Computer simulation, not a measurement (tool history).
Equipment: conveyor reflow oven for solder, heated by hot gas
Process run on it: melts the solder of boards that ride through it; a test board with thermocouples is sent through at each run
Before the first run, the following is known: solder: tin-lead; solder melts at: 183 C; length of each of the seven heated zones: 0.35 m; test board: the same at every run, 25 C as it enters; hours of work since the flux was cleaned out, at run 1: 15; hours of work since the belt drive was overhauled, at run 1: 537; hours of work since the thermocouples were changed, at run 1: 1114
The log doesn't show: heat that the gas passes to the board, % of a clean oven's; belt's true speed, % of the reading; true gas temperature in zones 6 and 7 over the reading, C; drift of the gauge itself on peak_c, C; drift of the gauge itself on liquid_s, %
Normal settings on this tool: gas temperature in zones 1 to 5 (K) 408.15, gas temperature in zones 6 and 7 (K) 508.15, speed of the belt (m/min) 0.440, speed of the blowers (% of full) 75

run	hour	gas temperature in zones 1 to 5 (K)	gas temperature in zones 6 and 7 (K)	speed of the belt (m/min)	speed of the blowers (% of full)	hours of work since the flux was cleaned out	hours of work since the belt drive was overhauled	hours of work since the thermocouples were changed	highest temperature of the board (K)	time above the solder's melting point (s)
1	0.0	408.15	508.15	0.440	75	15	537	1114	488.35	67.7
2	41.4	408.15	508.15	0.440	75	42	564	1142	488.45	67.2
# hour 71.7: thermocouples of zones 6 and 7 changed
3	76.7	408.15	508.15	0.440	75	65	587	3	488.35	67.5
4	120.8	408.15	508.15	0.440	76	94	616	33	489.05	67.4
5	157.4	408.15	508.15	0.396	75	119	640	57	492.05	79.9
6	189.0	408.15	508.15	0.440	75	140	662	78	487.85	68.1
7	224.6	408.15	508.15	0.440	75	163	685	102	488.35	67.5
8	262.8	408.15	508.15	0.440	75	189	711	127	488.15	66.7
9	308.8	408.15	508.15	0.440	75	220	741	158	488.35	67.5
10	354.5	408.15	508.15	0.440	75	250	772	189	488.05	67.6
# hour 390.6: flux residue cleaned out of gas plates and filters
11	393.1	408.15	508.15	0.440	75	2	794	211	488.75	66.8
12	427.9	408.15	508.15	0.440	75	25	818	234	488.25	67.1
13	447.5	406.15	516.15	0.375	61	38	831	247	495.25	86.6
14	488.8	406.15	516.15	0.375	61	66	858	275	495.15	87.0
15	521.1	416.15	508.15	0.480	76	87	880	296	487.15	63.7
16	548.3	423.15	497.15	0.387	73	105	898	315	485.45	82.6

For run 17, what comes out?
17	590.9	423.15	508.15	0.440	80	134	926	343	?	?

Logged for run 17: highest temperature of the board (K) 492.95, time above the solder's melting point (s) 78.6.
Minus the tool's unlogged condition, the same run would have read highest temperature of the board (K) 492.95, time above the solder's melting point (s) 78.6.
